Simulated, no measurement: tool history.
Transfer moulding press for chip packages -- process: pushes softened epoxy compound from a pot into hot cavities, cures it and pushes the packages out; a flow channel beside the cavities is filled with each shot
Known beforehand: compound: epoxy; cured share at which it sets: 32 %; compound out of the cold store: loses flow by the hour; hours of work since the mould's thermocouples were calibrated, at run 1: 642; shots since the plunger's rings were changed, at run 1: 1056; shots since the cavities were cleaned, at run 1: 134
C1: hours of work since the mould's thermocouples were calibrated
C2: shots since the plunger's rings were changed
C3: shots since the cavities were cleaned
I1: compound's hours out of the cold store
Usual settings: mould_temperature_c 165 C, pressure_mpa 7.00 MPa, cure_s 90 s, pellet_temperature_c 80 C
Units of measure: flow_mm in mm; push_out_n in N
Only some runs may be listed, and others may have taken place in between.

{"run": 1, "hour": 0.0, "mould_temperature_c": 165, "pressure_mpa": 7.0, "cure_s": 90, "pellet_temperature_c": 80, "C1": 642, "C2": 1056, "C3": 134, "I1": 10.0, "flow_mm": 859, "push_out_n": 434}
{"run": 2, "hour": 23.0, "mould_temperature_c": 165, "pressure_mpa": 7.0, "cure_s": 90, "pellet_temperature_c": 80, "C1": 659, "C2": 1423, "C3": 501, "I1": 22.3, "flow_mm": 822, "push_out_n": 584}
{"hour": 27.2, "done": "cavities cleaned with cleaning compound and waxed"}
{"run": 3, "hour": 58.5, "mould_temperature_c": 165, "pressure_mpa": 7.0, "cure_s": 106, "pellet_temperature_c": 80, "C1": 684, "C2": 1966, "C3": 500, "I1": 22.9, "flow_mm": 812, "push_out_n": 452}
{"hour": 62.4, "done": "cavities cleaned with cleaning compound and waxed"}
{"run": 4, "hour": 77.6, "mould_temperature_c": 165, "pressure_mpa": 7.0, "cure_s": 106, "pellet_temperature_c": 80, "C1": 698, "C2": 2247, "C3": 242, "I1": 10.7, "flow_mm": 845, "push_out_n": 392}
{"hour": 97.8, "done": "cavities cleaned with cleaning compound and waxed"}
{"hour": 108.5, "done": "plunger's sealing rings changed"}
{"run": 5, "hour": 118.2, "mould_temperature_c": 165, "pressure_mpa": 7.0, "cure_s": 106, "pellet_temperature_c": 80, "C1": 725, "C2": 155, "C3": 285, "I1": 31.0, "flow_mm": 820, "push_out_n": 408}
{"hour": 136.0, "done": "cavities cleaned with cleaning compound and waxed"}
{"run": 6, "hour": 141.8, "mould_temperature_c": 165, "pressure_mpa": 7.0, "cure_s": 106, "pellet_temperature_c": 80, "C1": 742, "C2": 508, "C3": 94, "I1": 20.7, "flow_mm": 840, "push_out_n": 311}
{"hour": 170.7, "done": "cavities cleaned with cleaning compound and waxed"}
{"run": 7, "hour": 182.3, "mould_temperature_c": 165, "pressure_mpa": 7.0, "cure_s": 106, "pellet_temperature_c": 80, "C1": 771, "C2": 1130, "C3": 184, "I1": 31.4, "flow_mm": 805, "push_out_n": 335}
{"run": 8, "hour": 201.8, "mould_temperature_c": 165, "pressure_mpa": 7.0, "cure_s": 106, "pellet_temperature_c": 80, "C1": 786, "C2": 1441, "C3": 495, "I1": 29.7, "flow_mm": 804, "push_out_n": 450}
{"hour": 208.1, "done": "cavities cleaned with cleaning compound and waxed"}
{"run": 9, "hour": 222.3, "mould_temperature_c": 165, "pressure_mpa": 6.04, "cure_s": 90, "pellet_temperature_c": 80, "C1": 800, "C2": 1744, "C3": 226, "I1": 14.7, "flow_mm": 774, "push_out_n": 490}
{"hour": 243.5, "done": "cavities cleaned with cleaning compound and waxed"}
{"run": 10, "hour": 252.8, "mould_temperature_c": 165, "pressure_mpa": 7.0, "cure_s": 90, "pellet_temperature_c": 80, "C1": 822, "C2": 2208, "C3": 148, "I1": 22.6, "flow_mm": 813, "push_out_n": 420}
{"hour": 260.0, "done": "mould's thermocouples calibrated"}
{"hour": 282.9, "done": "cavities cleaned with cleaning compound and waxed"}
{"hour": 287.8, "done": "plunger's sealing rings changed"}
{"run": 11, "hour": 289.0, "mould_temperature_c": 170, "pressure_mpa": 5.25, "cure_s": 90, "pellet_temperature_c": 80, "C1": 19, "C2": 18, "C3": 56, "I1": 44.4, "flow_mm": 673, "push_out_n": 316}
{"run": 12, "hour": 308.3, "mould_temperature_c": 170, "pressure_mpa": 5.25, "cure_s": 90, "pellet_temperature_c": 80, "C1": 33, "C2": 326, "C3": 364, "I1": 8.5, "flow_mm": 746, "push_out_n": 459}
{"hour": 321.2, "done": "cavities cleaned with cleaning compound and waxed"}
{"run": 13, "hour": 333.8, "mould_temperature_c": 165, "pressure_mpa": 8.79, "cure_s": 76, "pellet_temperature_c": 71, "C1": 51, "C2": 710, "C3": 202, "I1": 31.5, "flow_mm": 909, "push_out_n": 833}
{"run": 14, "hour": 353.3, "mould_temperature_c": 165, "pressure_mpa": 8.57, "cure_s": 90, "pellet_temperature_c": 80, "C1": 66, "C2": 1021, "C3": 513, "I1": 20.2, "flow_mm": 927, "push_out_n": 664}

For run 15, what comes out?
{"hour": 356.7, "done": "cavities cleaned with cleaning compound and waxed"}
{"run": 15, "hour": 384.4, "mould_temperature_c": 165, "pressure_mpa": 7.0, "cure_s": 118, "pellet_temperature_c": 88, "C1": 88, "C2": 1494, "C3": 442, "I1": 25.7, "flow_mm": "?", "push_out_n": "?"}

{"run 15": {"flow_mm": 811, "push_out_n": 434}}
Were there no unlogged condition in the tool, this run, its random variation unchanged, would have produced flow_mm 835 mm, push_out_n 256 N.
